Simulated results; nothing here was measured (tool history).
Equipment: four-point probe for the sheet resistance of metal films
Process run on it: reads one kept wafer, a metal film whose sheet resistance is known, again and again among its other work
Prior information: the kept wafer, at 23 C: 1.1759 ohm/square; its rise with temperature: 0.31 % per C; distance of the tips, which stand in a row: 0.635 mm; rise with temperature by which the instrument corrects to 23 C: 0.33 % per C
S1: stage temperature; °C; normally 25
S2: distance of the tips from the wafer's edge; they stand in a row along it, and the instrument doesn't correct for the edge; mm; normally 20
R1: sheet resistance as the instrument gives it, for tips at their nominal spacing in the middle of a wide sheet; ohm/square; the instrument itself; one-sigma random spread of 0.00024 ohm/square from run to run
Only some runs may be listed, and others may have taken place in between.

| run | hour | S1 | S2 | R1 |
|---|---|---|---|---|
| 1 | 0 | 25 | 20 | 1.169962 |
| 2 | 32.4 | 25 | 20 | 1.169573 |
| 3 | 63.8 | 21 | 20 | 1.17012 |
| 4 | 101.6 | 20 | 20 | 1.170429 |
| 5 | 123.9 | 20 | 20 | 1.170627 |
| 6 | 141.8 | 20 | 20 | 1.170384 |
| 7 | 162.2 | 25 | 13 | 1.16984 |
|  | 193 | stage's thermometer calibrated |
| 8 | 200.1 | 25 | 20 | 1.16784 |
| 9 | 240.1 | 25 | 48 | 1.167182 |
| 10 | 263.8 | 25 | 20 | 1.168007 |
| 11 | 280.8 | 25 | 20 | 1.167572 |
| 12 | 304.2 | 25 | 20 | 1.167788 |
| 13 | 322.1 | 25 | 20 | 1.167872 |
| 14 | 359.2 | 32 | 67 | 1.165084 |
| 15 | 393.2 | 28 | 30 | 1.166411 |
|  | 401.1 | stage's thermometer calibrated, once more |
| 16 | 424.2 | 24 | 13 | 1.171847 |
| 17 | 462.6 | 29 | 37 | 1.169155 |
| 18 | 481.8 | 25 | 37 | 1.170344 |
| 19 | 517.8 | 21 | 50 | 1.170986 |
| 20 | 548.6 | 22 | 5 | 1.180225 |
| 21 | 571.3 | 26 | 4 | 1.185329 |

What does the tool deliver on the next run?
| 22 | 610.9 | 18 | 16 | ? |

R1: 1.172167 ohm/square
With no hidden state in the tool, this same run would have given R1 1.17815 ohm/square.
